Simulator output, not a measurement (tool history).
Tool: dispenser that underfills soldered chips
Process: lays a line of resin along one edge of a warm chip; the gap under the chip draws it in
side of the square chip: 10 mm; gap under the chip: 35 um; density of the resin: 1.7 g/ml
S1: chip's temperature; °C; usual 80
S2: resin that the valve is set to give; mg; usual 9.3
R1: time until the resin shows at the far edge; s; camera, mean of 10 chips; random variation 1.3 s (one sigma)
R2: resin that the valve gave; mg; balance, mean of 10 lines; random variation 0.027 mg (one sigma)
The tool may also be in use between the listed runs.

run 1 hour=0 | S1=80 S2=9.3 | R1=148.3 R2=9.14
-- hour=6.5 new syringe of resin
run 2 hour=9.3 | S1=77 S2=9.3 | R1=157.5 R2=9.12
run 3 hour=16.9 | S1=80 S2=9.3 | R1=171.9 R2=9.05
-- hour=18.1 new syringe of resin
run 4 hour=22.9 | S1=80 S2=9.3 | R1=146.1 R2=9.09
-- hour=29.3 new syringe of resin
run 5 hour=35.4 | S1=68 S2=9.3 | R1=248.1 R2=9.07
-- hour=40.8 new syringe of resin
run 6 hour=40.9 | S1=68 S2=9.3 | R1=211.1 R2=9.06
-- hour=51.7 new syringe of resin
run 7 hour=53.7 | S1=80 S2=9.3 | R1=139.5 R2=9.01
run 8 hour=59.7 | S1=80 S2=9.3 | R1=158.7 R2=8.98
-- hour=62.7 new syringe of resin
-- hour=71.3 dispensing valve cleaned and set on the balance
run 9 hour=73.5 | S1=80 S2=9.3 | R1=163.7 R2=9.3
-- hour=75 new syringe of resin
-- hour=86.2 new syringe of resin
run 10 hour=86.2 | S1=80 S2=9.3 | R1=129.8 R2=9.26
-- hour=97.3 new syringe of resin
run 11 hour=97.3 | S1=80 S2=9.3 | R1=129.8 R2=9.22
run 12 hour=107.5 | S1=80 S2=9.3 | R1=170.7 R2=9.18
-- hour=108.4 new syringe of resin
run 13 hour=115.3 | S1=80 S2=10.04 | R1=154.5 R2=9.89
-- hour=120.2 new syringe of resin
run 14 hour=122.2 | S1=80 S2=10.04 | R1=134.3 R2=9.92
-- hour=131.5 new syringe of resin
run 15 hour=133.2 | S1=93 S2=9.3 | R1=83.7 R2=9.15
run 16 hour=139.3 | S1=93 S2=9.3 | R1=98 R2=9.15
-- hour=143 new syringe of resin
run 17 hour=149.6 | S1=93 S2=8.43 | R1=95.3 R2=8.24
-- hour=154.8 new syringe of resin
run 18 hour=157.1 | S1=85 S2=10.96 | R1=115.3 R2=10.71
-- hour=166.1 new syringe of resin
run 19 hour=168.5 | S1=94 S2=10.67 | R1=79.6 R2=10.41
run 20 hour=175.7 | S1=90 S2=9.25 | R1=114.9 R2=9.01
-- hour=177.1 new syringe of resin
run 21 hour=186.2 | S1=78 S2=8.94 | R1=182.7 R2=8.66
-- hour=188.1 new syringe of resin
run 22 hour=194.1 | S1=78 S2=8.94 | R1=169.7 R2=8.65
-- hour=199.6 new syringe of resin
run 23 hour=203.5 | S1=69 S2=8.42 | R1=230.1 R2=8.13
-- hour=211.3 new syringe of resin
run 24 hour=215.8 | S1=69 S2=8.42 | R1=238 R2=8.12
run 25 hour=221.6 | S1=71 S2=9.05 | R1=251.7 R2=8.77
-- hour=222.9 new syringe of resin
run 26 hour=229.7 | S1=77 S2=9.76 | R1=174 R2=9.4
-- hour=233.9 new syringe of resin
-- hour=236.9 dispensing valve cleaned and set on the balance
run 27 hour=243.3 | S1=78 S2=8.23 | R1=182.9 R2=8.21
-- hour=246.4 new syringe of resin
run 28 hour=252.9 | S1=78 S2=8.23 | R1=174.3 R2=8.21
-- hour=258 new syringe of resin
run 29 hour=263.3 | S1=91 S2=11.07 | R1=95.7 R2=11.02
-- hour=269.6 new syringe of resin
run 30 hour=273.2 | S1=86 S2=9.32 | R1=114 R2=9.27
-- hour=281.2 new syringe of resin
run 31 hour=281.2 | S1=90 S2=9.25 | R1=88.8 R2=9.15
run 32 hour=291.6 | S1=75 S2=10.54 | R1=207.3 R2=10.42
-- hour=292.8 new syringe of resin
-- hour=297.5 stage's temperature calibrated
run 33 hour=299.4 | S1=70 S2=11.29 | R1=219 R2=11.09
-- hour=305 new syringe of resin
run 34 hour=307.3 | S1=70 S2=11.29 | R1=200.9 R2=11.06

3 ways to go on from here, each from the tool as it stands after run 34. What would each give?
-- hour=316.1 new syringe of resin
run A hour=319.9 | S1=76 S2=8.04 | R1=? R2=?
-- hour=316.1 new syringe of resin
run B hour=319.9 | S1=69 S2=9.3 | R1=? R2=?
-- hour=316.1 new syringe of resin
run C hour=319.9 | S1=93 S2=11.29 | R1=? R2=?

run=A R1=167 R2=7.91
run=B R1=221.5 R2=9.13
run=C R1=83.5 R2=11.07
Without the tool's hidden state the same runs would have given:
run=A R1=149.5 R2=8.06
run=B R1=198.6 R2=9.3
run=C R1=75.2 R2=11.28
